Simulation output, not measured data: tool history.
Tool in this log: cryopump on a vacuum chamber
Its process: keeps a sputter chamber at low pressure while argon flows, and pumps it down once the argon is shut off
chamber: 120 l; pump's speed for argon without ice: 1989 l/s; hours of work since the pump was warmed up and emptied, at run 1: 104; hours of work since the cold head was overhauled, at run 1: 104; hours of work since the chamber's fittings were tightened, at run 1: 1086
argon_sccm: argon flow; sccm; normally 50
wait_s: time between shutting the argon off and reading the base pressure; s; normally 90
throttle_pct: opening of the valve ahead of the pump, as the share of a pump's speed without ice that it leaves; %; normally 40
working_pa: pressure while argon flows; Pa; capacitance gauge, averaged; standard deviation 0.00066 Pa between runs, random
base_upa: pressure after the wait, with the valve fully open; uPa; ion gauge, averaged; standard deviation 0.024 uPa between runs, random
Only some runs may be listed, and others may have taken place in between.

| run | hour | argon_sccm | wait_s | throttle_pct | hours of work since the pump was warmed up and emptied | hours of work since the cold head was overhauled | hours of work since the chamber's fittings were tightened | working_pa | base_upa |
|---|---|---|---|---|---|---|---|---|---|
| 1 | 0.0 | 50 | 90 | 40 | 104 | 104 | 1086 | 0.1076 | 1.32 |
| 2 | 43.2 | 50 | 90 | 40 | 132 | 132 | 1113 | 0.1065 | 1.39 |
| 3 | 91.1 | 50 | 90 | 40 | 162 | 162 | 1143 | 0.1083 | 1.36 |
| 4 | 141.4 | 50 | 90 | 40 | 193 | 193 | 1175 | 0.1091 | 1.40 |
| 5 | 182.0 | 50 | 90 | 40 | 219 | 219 | 1200 | 0.1075 | 1.46 |
| 6 | 231.8 | 50 | 90 | 40 | 250 | 250 | 1231 | 0.1089 | 1.42 |
| 7 | 262.9 | 50 | 90 | 40 | 270 | 270 | 1251 | 0.1082 | 1.48 |
| 8 | 302.4 | 40 | 90 | 40 | 295 | 295 | 1276 | 0.0867 | 1.47 |
| 9 | 334.5 | 50 | 90 | 40 | 315 | 315 | 1296 | 0.1091 | 1.49 |
| 10 | 379.7 | 20 | 90 | 40 | 343 | 343 | 1324 | 0.0437 | 1.48 |
| 11 | 425.2 | 50 | 90 | 40 | 372 | 372 | 1353 | 0.1112 | 1.50 |
| 12 | 478.9 | 50 | 90 | 40 | 405 | 405 | 1387 | 0.1095 | 1.57 |
| 13 | 509.4 | 50 | 90 | 40 | 425 | 425 | 1406 | 0.1094 | 1.55 |
| 14 | 567.0 | 50 | 49 | 40 | 461 | 461 | 1442 | 0.1106 | 2.17 |
| 15 | 615.7 | 30 | 49 | 32 | 491 | 491 | 1473 | 0.0821 | 2.18 |
| 16 | 658.5 | 30 | 49 | 32 | 518 | 518 | 1500 | 0.0820 | 2.19 |
| 17 | 692.7 | 62 | 236 | 18 | 540 | 540 | 1521 | 0.3006 | 1.18 |
| 18 | 723.9 | 62 | 236 | 18 | 560 | 560 | 1541 | 0.2989 | 1.20 |
| 19 | 758.3 | 62 | 236 | 18 | 581 | 581 | 1562 | 0.3005 | 1.16 |
| 20 | 802.7 | 34 | 90 | 35 | 609 | 609 | 1590 | 0.0859 | 1.67 |
| 21 | 829.7 | 89 | 90 | 24 | 626 | 626 | 1607 | 0.3244 | 1.68 |
| 22 | 853.8 | 50 | 134 | 46 | 641 | 641 | 1622 | 0.0985 | 1.50 |
| 23 | 891.7 | 50 | 50 | 46 | 665 | 665 | 1646 | 0.0984 | 2.33 |
| 24 | 928.3 | 24 | 41 | 47 | 688 | 688 | 1669 | 0.0465 | 2.62 |
| 25 | 976.9 | 24 | 41 | 47 | 719 | 719 | 1700 | 0.0468 | 2.47 |
| 26 | 1032.1 | 50 | 90 | 48 | 753 | 753 | 1735 | 0.0963 | 1.74 |
| 27 | 1065.8 | 82 | 229 | 40 | 774 | 774 | 1756 | 0.1854 | 1.33 |
| 28 | 1105.2 | 82 | 229 | 40 | 799 | 799 | 1781 | 0.1862 | 1.38 |

3 ways to go on from here, each from the tool as it stands after run 28. What would each give?
| A | 1152.3 | 50 | 268 | 40 | 829 | 829 | 1810 | ? | ? |
| B | 1152.3 | 48 | 91 | 28 | 829 | 829 | 1810 | ? | ? |
| C | 1152.3 | 74 | 96 | 40 | 829 | 829 | 1810 | ? | ? |

| run | working_pa | base_upa |
|---|---|---|
| A | 0.1130 | 1.37 |
| B | 0.1530 | 1.84 |
| C | 0.1680 | 1.78 |
Had the tool no hidden state, the same runs would have come out as:
| run | working_pa | base_upa |
|---|---|---|
| A | 0.1057 | 0.41 |
| B | 0.1459 | 0.87 |
| C | 0.1573 | 0.82 |
